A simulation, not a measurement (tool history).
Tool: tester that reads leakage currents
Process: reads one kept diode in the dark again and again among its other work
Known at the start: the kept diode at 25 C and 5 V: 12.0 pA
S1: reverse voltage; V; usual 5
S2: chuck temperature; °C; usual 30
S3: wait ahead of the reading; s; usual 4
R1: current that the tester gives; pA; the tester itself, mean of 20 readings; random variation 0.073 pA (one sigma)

Run 1, hour 0: usual settings. Result: R1 23.69 pA.
At hour 20.4: chuck's temperature calibrated.
Run 2, hour 74.2: usual settings. Result: R1 21.66 pA.
Run 3, hour 150: usual settings but S2 28 °C. Result: R1 19.64 pA.
Run 4, hour 212.3: usual settings but S1 15.85 V. Result: R1 45.05 pA.
Run 5, hour 275.3: usual settings. Result: R1 22.35 pA.
Run 6, hour 333.7: usual settings but S1 6.37 V. Result: R1 26.11 pA.
Run 7, hour 415.3: usual settings but S1 17.92 V. Result: R1 50.95 pA.
Run 8, hour 490.9: usual settings but S1 17.92 V. Result: R1 51.57 pA.
Run 9, hour 529.7: usual settings but S2 45 °C, S3 1.31 s. Result: R1 58.16 pA.
Run 10, hour 598.4: usual settings but S1 1.52 V, S2 45 °C, S3 1.31 s. Result: R1 31.86 pA.
At hour 604.8: tester calibrated.
Run 11, hour 650: usual settings but S1 1.52 V, S2 32 °C, S3 0.31 s. Result: R1 14.28 pA.
Run 12, hour 727.2: usual settings but S1 2.8 V, S2 41 °C, S3 1.59 s. Result: R1 34.26 pA.
Run 13, hour 765.7: usual settings but S3 4.28 s. Result: R1 24.36 pA.
Run 14, hour 838.7: usual settings but S3 4.28 s. Result: R1 24.52 pA.
Run 15, hour 881.9: usual settings but S3 4.28 s. Result: R1 24.85 pA.

Some steps in R1 between neighbouring runs. How much of each would the tool show without its hidden state too (settings, what came in, random variation), and how much is left for the hidden state, with any gauge scatter that isn't in both results?
The hidden state here: stray current of the dirty probe card, pA a volt; current scale over the true one, %; true chuck temperature over the reading, C; drift of the gauge itself on leakage_pa, %.
Run 8 -> 9: S1 17.92 -> 5, S2 30 -> 45, S3 4 -> 1.31. R1 +6.59 pA: hidden state -11.75, all else +18.34.
Run 9 -> 10: S1 5 -> 1.52. R1 -26.3 pA: hidden state -4.01, all else -22.29.
